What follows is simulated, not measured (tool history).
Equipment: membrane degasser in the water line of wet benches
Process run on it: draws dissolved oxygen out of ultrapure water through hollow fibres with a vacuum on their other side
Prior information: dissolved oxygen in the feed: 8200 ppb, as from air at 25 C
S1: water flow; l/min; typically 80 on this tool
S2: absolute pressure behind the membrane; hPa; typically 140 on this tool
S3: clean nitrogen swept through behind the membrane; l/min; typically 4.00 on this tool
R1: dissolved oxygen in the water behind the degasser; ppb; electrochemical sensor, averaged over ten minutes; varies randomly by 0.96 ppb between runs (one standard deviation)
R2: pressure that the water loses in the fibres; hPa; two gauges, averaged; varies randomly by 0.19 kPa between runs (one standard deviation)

| run | hour | S1 | S2 | S3 | R1 | R2 |
|---|---|---|---|---|---|---|
| 1 | 0.0 | 80 | 140 | 4.00 | 460.3 | 412.3 |
| 2 | 39.7 | 56 | 140 | 4.00 | 337.3 | 286.7 |
| 3 | 63.2 | 80 | 140 | 4.00 | 461.1 | 411.4 |
| 4 | 97.8 | 80 | 140 | 4.00 | 462.0 | 413.7 |
| 5 | 143.6 | 80 | 140 | 4.00 | 461.5 | 408.9 |
| 6 | 185.1 | 80 | 140 | 4.00 | 461.8 | 414.0 |
| 7 | 229.5 | 80 | 140 | 4.00 | 459.7 | 415.2 |
| 8 | 263.2 | 80 | 113 | 4.00 | 350.8 | 410.8 |
| 9 | 313.8 | 80 | 113 | 4.00 | 351.4 | 415.2 |
| 10 | 346.4 | 80 | 320 | 4.00 | 1129.5 | 418.6 |
| 11 | 399.5 | 80 | 320 | 4.00 | 1124.3 | 417.6 |
| 12 | 444.6 | 80 | 320 | 4.00 | 1128.2 | 416.7 |
| 13 | 495.7 | 109 | 140 | 5.12 | 490.8 | 569.9 |
| 14 | 523.1 | 85 | 125 | 2.19 | 682.8 | 441.7 |
| 15 | 555.9 | 50 | 299 | 8.01 | 386.4 | 260.6 |
| 16 | 606.1 | 67 | 271 | 10.76 | 347.6 | 348.7 |
| 17 | 659.4 | 67 | 271 | 10.76 | 347.3 | 351.7 |
| 18 | 711.2 | 80 | 215 | 5.40 | 585.4 | 422.5 |
| 19 | 767.5 | 80 | 215 | 5.40 | 584.4 | 418.5 |
| 20 | 799.2 | 104 | 140 | 2.33 | 875.1 | 549.4 |
| 21 | 845.1 | 80 | 140 | 11.05 | 187.3 | 421.1 |
| 22 | 883.2 | 80 | 149 | 1.85 | 911.6 | 424.8 |
| 23 | 929.4 | 80 | 149 | 1.85 | 913.0 | 425.6 |
| 24 | 961.3 | 80 | 149 | 1.85 | 912.0 | 421.5 |

Branching from run 24: 5 alternative next runs. What would each branch give?
| A | 1004.4 | 124 | 97 | 1.85 | ? | ? |
| B | 1004.4 | 80 | 140 | 9.80 | ? | ? |
| C | 1004.4 | 80 | 233 | 1.85 | ? | ? |
| D | 1004.4 | 70 | 140 | 4.00 | ? | ? |
| E | 1004.4 | 80 | 149 | 4.40 | ? | ? |

| run | R1 | R2 |
|---|---|---|
| A | 732.0 | 656.5 |
| B | 209.4 | 425.5 |
| C | 1464.7 | 426.6 |
| D | 411.0 | 370.5 |
| E | 458.5 | 423.7 |
With the hidden condition removed and each run's random variation left untouched, the same runs would have given:
| run | R1 | R2 |
|---|---|---|
| A | 731.9 | 638.6 |
| B | 209.3 | 413.9 |
| C | 1464.7 | 415.0 |
| D | 410.9 | 360.4 |
| E | 458.4 | 412.1 |
